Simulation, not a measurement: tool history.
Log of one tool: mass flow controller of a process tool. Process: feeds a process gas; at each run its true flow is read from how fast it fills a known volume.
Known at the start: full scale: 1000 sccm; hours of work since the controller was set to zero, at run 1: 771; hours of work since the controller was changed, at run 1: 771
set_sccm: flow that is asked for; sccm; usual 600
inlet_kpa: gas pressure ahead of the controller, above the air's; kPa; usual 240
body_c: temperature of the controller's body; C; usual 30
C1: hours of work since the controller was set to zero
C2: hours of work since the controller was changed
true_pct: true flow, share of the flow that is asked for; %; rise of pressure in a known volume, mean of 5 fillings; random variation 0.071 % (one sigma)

Run 1, hour 0: usual settings; C1 771; C2 771. Result: true_pct 99.46 %.
Run 2, hour 87.2: usual settings; C1 812; C2 812. Result: true_pct 99.5 %.
Run 3, hour 183.2: usual settings; C1 858; C2 858. Result: true_pct 99.46 %.
Run 4, hour 273.4: usual settings; C1 900; C2 900. Result: true_pct 99.46 %.
Run 5, hour 328: usual settings; C1 926; C2 926. Result: true_pct 99.53 %.
Run 6, hour 405.6: usual settings; C1 963; C2 963. Result: true_pct 99.59 %.
Run 7, hour 472.4: usual settings but inlet_kpa 224 kPa; C1 994; C2 994. Result: true_pct 99.36 %.
Run 8, hour 565: usual settings but set_sccm 217 sccm, inlet_kpa 164 kPa; C1 1038; C2 1038. Result: true_pct 98.9 %.
Run 9, hour 614.9: usual settings but set_sccm 117 sccm, inlet_kpa 164 kPa; C1 1062; C2 1062. Result: true_pct 99.21 %.
Run 10, hour 660.8: usual settings but set_sccm 117 sccm, inlet_kpa 164 kPa; C1 1084; C2 1084. Result: true_pct 99.28 %.
Run 11, hour 708.9: usual settings but set_sccm 117 sccm, inlet_kpa 192 kPa; C1 1106; C2 1106. Result: true_pct 99.55 %.

The next listed run, before its measurement:
Run 12, hour 785.4: usual settings but set_sccm 112 sccm, inlet_kpa 183 kPa, body_c 28 C; C1 1143; C2 1143. Result: true_pct ?.

true_pct: 99.57 %
Without the tool's hidden state the same run would have given true_pct 98.42 %.
